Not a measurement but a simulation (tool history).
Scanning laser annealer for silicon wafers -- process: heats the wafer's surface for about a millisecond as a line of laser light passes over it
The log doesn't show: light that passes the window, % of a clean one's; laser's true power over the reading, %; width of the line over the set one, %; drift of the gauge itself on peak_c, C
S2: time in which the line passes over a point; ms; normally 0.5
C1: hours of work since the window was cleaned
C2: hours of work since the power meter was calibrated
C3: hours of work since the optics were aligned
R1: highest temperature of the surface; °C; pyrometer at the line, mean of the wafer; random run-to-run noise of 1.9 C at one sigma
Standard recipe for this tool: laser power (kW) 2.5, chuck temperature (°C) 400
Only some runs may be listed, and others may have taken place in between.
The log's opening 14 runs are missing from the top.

{"run": 15, "hour": 135.2, "laser power (kW)": 2.5, "S2": 0.5, "chuck temperature (°C)": 400, "C1": 525, "C2": 488, "C3": 430, "R1": 1202}
{"hour": 140.7, "done": "optics aligned, line set to its width"}
{"run": 16, "hour": 150.1, "laser power (kW)": 2.5, "S2": 0.5, "chuck temperature (°C)": 400, "C1": 532, "C2": 496, "C3": 7, "R1": 1205}
{"run": 17, "hour": 157.9, "laser power (kW)": 2.5, "S2": 0.5, "chuck temperature (°C)": 400, "C1": 538, "C2": 502, "C3": 13, "R1": 1202}
{"run": 18, "hour": 163.9, "laser power (kW)": 2.5, "S2": 0.5, "chuck temperature (°C)": 400, "C1": 543, "C2": 506, "C3": 17, "R1": 1202}
{"run": 19, "hour": 170.2, "laser power (kW)": 2.5, "S2": 0.5, "chuck temperature (°C)": 400, "C1": 548, "C2": 511, "C3": 22, "R1": 1201}
{"hour": 182.5, "done": "optics aligned, line set to its width, once more"}
{"run": 20, "hour": 185.5, "laser power (kW)": 2.5, "S2": 0.5, "chuck temperature (°C)": 400, "C1": 555, "C2": 519, "C3": 2, "R1": 1205}
{"run": 21, "hour": 192.9, "laser power (kW)": 2.748, "S2": 0.416, "chuck temperature (°C)": 433, "C1": 561, "C2": 524, "C3": 8, "R1": 1245}
{"run": 22, "hour": 203.3, "laser power (kW)": 2.748, "S2": 0.416, "chuck temperature (°C)": 433, "C1": 569, "C2": 532, "C3": 16, "R1": 1242}
{"run": 23, "hour": 216.3, "laser power (kW)": 2.606, "S2": 0.543, "chuck temperature (°C)": 414, "C1": 579, "C2": 542, "C3": 26, "R1": 1286}
{"run": 24, "hour": 226.7, "laser power (kW)": 2.5, "S2": 0.5, "chuck temperature (°C)": 398, "C1": 586, "C2": 550, "C3": 33, "R1": 1201}
{"run": 25, "hour": 238.0, "laser power (kW)": 2.5, "S2": 0.5, "chuck temperature (°C)": 398, "C1": 595, "C2": 558, "C3": 42, "R1": 1200}
{"run": 26, "hour": 248.5, "laser power (kW)": 2.5, "S2": 0.5, "chuck temperature (°C)": 398, "C1": 603, "C2": 566, "C3": 50, "R1": 1201}
{"run": 27, "hour": 259.7, "laser power (kW)": 2.5, "S2": 0.5, "chuck temperature (°C)": 398, "C1": 611, "C2": 575, "C3": 58, "R1": 1199}
{"run": 28, "hour": 267.1, "laser power (kW)": 2.5, "S2": 0.5, "chuck temperature (°C)": 398, "C1": 617, "C2": 580, "C3": 64, "R1": 1200}
{"run": 29, "hour": 278.3, "laser power (kW)": 2.5, "S2": 0.535, "chuck temperature (°C)": 400, "C1": 625, "C2": 589, "C3": 72, "R1": 1229}
{"run": 30, "hour": 286.8, "laser power (kW)": 2.471, "S2": 0.377, "chuck temperature (°C)": 400, "C1": 632, "C2": 595, "C3": 79, "R1": 1081}
{"run": 31, "hour": 294.4, "laser power (kW)": 2.5, "S2": 0.5, "chuck temperature (°C)": 383, "C1": 638, "C2": 601, "C3": 84, "R1": 1181}
{"run": 32, "hour": 303.5, "laser power (kW)": 2.533, "S2": 0.5, "chuck temperature (°C)": 379, "C1": 644, "C2": 608, "C3": 91, "R1": 1193}
{"run": 33, "hour": 313.2, "laser power (kW)": 2.562, "S2": 0.5, "chuck temperature (°C)": 369, "C1": 652, "C2": 615, "C3": 99, "R1": 1188}
{"run": 34, "hour": 324.5, "laser power (kW)": 2.5, "S2": 0.392, "chuck temperature (°C)": 373, "C1": 660, "C2": 623, "C3": 107, "R1": 1079}
{"run": 35, "hour": 333.0, "laser power (kW)": 2.249, "S2": 0.382, "chuck temperature (°C)": 373, "C1": 667, "C2": 630, "C3": 114, "R1": 993}
{"run": 36, "hour": 345.8, "laser power (kW)": 2.249, "S2": 0.382, "chuck temperature (°C)": 373, "C1": 676, "C2": 640, "C3": 123, "R1": 993}
{"run": 37, "hour": 358.5, "laser power (kW)": 2.635, "S2": 0.353, "chuck temperature (°C)": 387, "C1": 686, "C2": 649, "C3": 133, "R1": 1090}
{"hour": 363.4, "done": "window over the wafer cleaned"}
{"run": 38, "hour": 371.0, "laser power (kW)": 2.705, "S2": 0.353, "chuck temperature (°C)": 374, "C1": 6, "C2": 657, "C3": 141, "R1": 1144}

Run 39 is up next; what results do you expect?
{"run": 39, "hour": 378.9, "laser power (kW)": 2.173, "S2": 0.5, "chuck temperature (°C)": 400, "C1": 12, "C2": 663, "C3": 147, "R1": "?"}

Run 39 came out at R1 1128 °C.
Were there no unlogged condition in the tool, this run, its random variation unchanged, would have produced R1 1126 °C.
